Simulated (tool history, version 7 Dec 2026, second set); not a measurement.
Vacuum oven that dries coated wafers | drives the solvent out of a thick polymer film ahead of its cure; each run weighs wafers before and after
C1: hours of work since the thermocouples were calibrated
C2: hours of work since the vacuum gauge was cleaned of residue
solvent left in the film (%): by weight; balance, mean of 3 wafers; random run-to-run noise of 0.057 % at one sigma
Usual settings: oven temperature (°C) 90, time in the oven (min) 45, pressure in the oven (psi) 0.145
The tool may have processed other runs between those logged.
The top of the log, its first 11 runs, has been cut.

{"run": 12, "hour": 103.3, "oven temperature (°C)": 90, "time in the oven (min)": 70, "pressure in the oven (psi)": 0.145, "C1": 380, "C2": 193, "solvent left in the film (%)": 1.48}
{"run": 13, "hour": 108.4, "oven temperature (°C)": 90, "time in the oven (min)": 70, "pressure in the oven (psi)": 0.145, "C1": 383, "C2": 196, "solvent left in the film (%)": 1.52}
{"run": 14, "hour": 118.6, "oven temperature (°C)": 90, "time in the oven (min)": 70, "pressure in the oven (psi)": 0.145, "C1": 388, "C2": 202, "solvent left in the film (%)": 1.53}
{"run": 15, "hour": 127.5, "oven temperature (°C)": 90, "time in the oven (min)": 70, "pressure in the oven (psi)": 0.145, "C1": 393, "C2": 207, "solvent left in the film (%)": 1.6}
{"run": 16, "hour": 136.4, "oven temperature (°C)": 90, "time in the oven (min)": 70, "pressure in the oven (psi)": 0.145, "C1": 398, "C2": 212, "solvent left in the film (%)": 1.51}
{"run": 17, "hour": 142.4, "oven temperature (°C)": 90, "time in the oven (min)": 45, "pressure in the oven (psi)": 0.145, "C1": 402, "C2": 215, "solvent left in the film (%)": 2.51}
{"run": 18, "hour": 151.5, "oven temperature (°C)": 84, "time in the oven (min)": 45, "pressure in the oven (psi)": 0.145, "C1": 407, "C2": 220, "solvent left in the film (%)": 4.61}
{"run": 19, "hour": 160.1, "oven temperature (°C)": 90, "time in the oven (min)": 46, "pressure in the oven (psi)": 0.168, "C1": 411, "C2": 225, "solvent left in the film (%)": 2.63}
{"run": 20, "hour": 166.3, "oven temperature (°C)": 90, "time in the oven (min)": 30, "pressure in the oven (psi)": 0.094, "C1": 415, "C2": 228, "solvent left in the film (%)": 4}
{"run": 21, "hour": 177.0, "oven temperature (°C)": 90, "time in the oven (min)": 30, "pressure in the oven (psi)": 0.252, "C1": 421, "C2": 234, "solvent left in the film (%)": 5.13}
{"run": 22, "hour": 189.0, "oven temperature (°C)": 90, "time in the oven (min)": 30, "pressure in the oven (psi)": 0.252, "C1": 428, "C2": 241, "solvent left in the film (%)": 5.05}
{"run": 23, "hour": 199.6, "oven temperature (°C)": 98, "time in the oven (min)": 40, "pressure in the oven (psi)": 0.075, "C1": 433, "C2": 247, "solvent left in the film (%)": 0.99}
{"run": 24, "hour": 210.4, "oven temperature (°C)": 92, "time in the oven (min)": 57, "pressure in the oven (psi)": 0.571, "C1": 439, "C2": 253, "solvent left in the film (%)": 4.55}
{"run": 25, "hour": 222.2, "oven temperature (°C)": 92, "time in the oven (min)": 57, "pressure in the oven (psi)": 0.571, "C1": 446, "C2": 259, "solvent left in the film (%)": 4.57}
{"run": 26, "hour": 234.1, "oven temperature (°C)": 92, "time in the oven (min)": 57, "pressure in the oven (psi)": 0.571, "C1": 453, "C2": 266, "solvent left in the film (%)": 4.64}

Run 27 is up next; what results do you expect?
{"run": 27, "hour": 243.1, "oven temperature (°C)": 91, "time in the oven (min)": 25, "pressure in the oven (psi)": 0.145, "C1": 458, "C2": 271, "solvent left in the film (%)": "?"}

Run 27 measured solvent left in the film (%) 5.
If the tool had no hidden condition, the same run with the same run-to-run variation would have returned solvent left in the film (%) 5.33.
